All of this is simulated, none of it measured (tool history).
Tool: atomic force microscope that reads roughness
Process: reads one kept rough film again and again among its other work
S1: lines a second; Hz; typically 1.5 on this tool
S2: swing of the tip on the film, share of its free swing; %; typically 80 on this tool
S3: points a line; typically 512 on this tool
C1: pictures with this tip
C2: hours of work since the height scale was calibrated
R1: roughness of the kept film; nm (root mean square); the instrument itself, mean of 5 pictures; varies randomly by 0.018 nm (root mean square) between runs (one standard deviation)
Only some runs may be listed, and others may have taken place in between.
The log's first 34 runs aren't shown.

run 35 hour=290.4 | S1=0.93 S2=75 S3=326 | C1=104 C2=527 | R1=4.581
run 36 hour=298.1 | S1=0.5 S2=63 S3=326 | C1=119 C2=533 | R1=4.867
run 37 hour=305.4 | S1=1.5 S2=65 S3=512 | C1=134 C2=538 | R1=4.628
run 38 hour=310.2 | S1=1.5 S2=65 S3=512 | C1=143 C2=542 | R1=4.601
run 39 hour=318.8 | S1=1.5 S2=65 S3=512 | C1=161 C2=549 | R1=4.624
run 40 hour=329 | S1=0.84 S2=75 S3=446 | C1=181 C2=557 | R1=4.648
run 41 hour=334.7 | S1=0.84 S2=75 S3=446 | C1=192 C2=562 | R1=4.601
run 42 hour=340 | S1=1.17 S2=81 S3=512 | C1=203 C2=566 | R1=4.404

4 options for the next run, each taken on its own from the tool as it stands now. Forecast them:
run A hour=349.8 | S1=1.5 S2=78 S3=512 | C1=223 C2=574 | R1=?
run B hour=349.8 | S1=3.35 S2=80 S3=512 | C1=223 C2=574 | R1=?
run C hour=349.8 | S1=0.57 S2=73 S3=978 | C1=223 C2=574 | R1=?
run D hour=349.8 | S1=1.33 S2=81 S3=512 | C1=223 C2=574 | R1=?

run=A R1=4.317
run=B R1=3.679
run=C R1=4.756
run=D R1=4.322
With the hidden condition removed and each run's random variation left untouched, the same runs would have given:
run=A R1=4.333
run=B R1=3.694
run=C R1=4.775
run=D R1=4.339
